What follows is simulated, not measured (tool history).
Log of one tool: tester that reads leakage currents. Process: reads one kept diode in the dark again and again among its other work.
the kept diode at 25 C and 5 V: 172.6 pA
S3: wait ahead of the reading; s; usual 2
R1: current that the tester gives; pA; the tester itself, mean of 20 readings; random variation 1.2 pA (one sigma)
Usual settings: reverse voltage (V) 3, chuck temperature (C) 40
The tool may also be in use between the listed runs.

{"run": 1, "hour": 0.0, "reverse voltage (V)": 3, "chuck temperature (C)": 40, "S3": 2, "R1": 415.09}
{"run": 2, "hour": 29.9, "reverse voltage (V)": 3, "chuck temperature (C)": 40, "S3": 2, "R1": 415.32}
{"run": 3, "hour": 58.3, "reverse voltage (V)": 2.7, "chuck temperature (C)": 40, "S3": 2, "R1": 399.06}
{"run": 4, "hour": 89.7, "reverse voltage (V)": 3, "chuck temperature (C)": 40, "S3": 2, "R1": 414.21}
{"run": 5, "hour": 111.0, "reverse voltage (V)": 3, "chuck temperature (C)": 40, "S3": 2, "R1": 412.14}
{"run": 6, "hour": 143.0, "reverse voltage (V)": 3, "chuck temperature (C)": 40, "S3": 2, "R1": 413.2}
{"run": 7, "hour": 165.8, "reverse voltage (V)": 3, "chuck temperature (C)": 40, "S3": 3.04, "R1": 415.57}
{"run": 8, "hour": 195.9, "reverse voltage (V)": 3, "chuck temperature (C)": 40, "S3": 3.04, "R1": 415.73}
{"run": 9, "hour": 222.1, "reverse voltage (V)": 3, "chuck temperature (C)": 40, "S3": 2.21, "R1": 415.51}
{"run": 10, "hour": 253.7, "reverse voltage (V)": 3, "chuck temperature (C)": 40, "S3": 2.21, "R1": 414.44}
{"run": 11, "hour": 272.1, "reverse voltage (V)": 3, "chuck temperature (C)": 27, "S3": 2, "R1": 168.29}
{"run": 12, "hour": 291.5, "reverse voltage (V)": 3, "chuck temperature (C)": 27, "S3": 2, "R1": 167.71}
{"run": 13, "hour": 310.2, "reverse voltage (V)": 3, "chuck temperature (C)": 40, "S3": 2, "R1": 414.93}
{"run": 14, "hour": 335.7, "reverse voltage (V)": 3, "chuck temperature (C)": 40, "S3": 2, "R1": 413.29}
{"run": 15, "hour": 358.9, "reverse voltage (V)": 3, "chuck temperature (C)": 40, "S3": 2, "R1": 411.28}
{"run": 16, "hour": 386.7, "reverse voltage (V)": 3, "chuck temperature (C)": 40, "S3": 2, "R1": 415.1}
{"run": 17, "hour": 413.5, "reverse voltage (V)": 3, "chuck temperature (C)": 40, "S3": 2, "R1": 413.46}
{"run": 18, "hour": 440.0, "reverse voltage (V)": 15.69, "chuck temperature (C)": 40, "S3": 2, "R1": 747.13}
{"run": 19, "hour": 454.7, "reverse voltage (V)": 15.69, "chuck temperature (C)": 40, "S3": 2, "R1": 746.88}
{"run": 20, "hour": 472.1, "reverse voltage (V)": 3, "chuck temperature (C)": 59, "S3": 2, "R1": 1376.06}
{"run": 21, "hour": 490.9, "reverse voltage (V)": 3, "chuck temperature (C)": 59, "S3": 2, "R1": 1374.01}
{"run": 22, "hour": 523.9, "reverse voltage (V)": 3.81, "chuck temperature (C)": 21, "S3": 1.89, "R1": 117.5}
{"run": 23, "hour": 550.0, "reverse voltage (V)": 5.72, "chuck temperature (C)": 21, "S3": 1.89, "R1": 135.92}
{"run": 24, "hour": 566.5, "reverse voltage (V)": 18.96, "chuck temperature (C)": 28, "S3": 3.17, "R1": 349.96}
{"run": 25, "hour": 597.0, "reverse voltage (V)": 18.96, "chuck temperature (C)": 28, "S3": 3.17, "R1": 346.89}
{"run": 26, "hour": 614.6, "reverse voltage (V)": 2.48, "chuck temperature (C)": 40, "S3": 2.24, "R1": 387.45}
{"run": 27, "hour": 628.7, "reverse voltage (V)": 3, "chuck temperature (C)": 40, "S3": 0.8, "R1": 415.62}
{"run": 28, "hour": 661.6, "reverse voltage (V)": 4.33, "chuck temperature (C)": 23, "S3": 0.8, "R1": 144.02}
{"run": 29, "hour": 683.9, "reverse voltage (V)": 10.16, "chuck temperature (C)": 31, "S3": 2, "R1": 344.65}
{"run": 30, "hour": 713.7, "reverse voltage (V)": 2.84, "chuck temperature (C)": 50, "S3": 2.15, "R1": 777.43}
{"run": 31, "hour": 742.3, "reverse voltage (V)": 1.89, "chuck temperature (C)": 25, "S3": 1.84, "R1": 122.47}

Run 32 comes next. What will it give?
{"run": 32, "hour": 760.8, "reverse voltage (V)": 1.89, "chuck temperature (C)": 25, "S3": 1.84, "R1": "?"}

Run 32 gave R1 123.21 pA.
Without the tool's hidden state the same run would have given R1 123.13 pA.
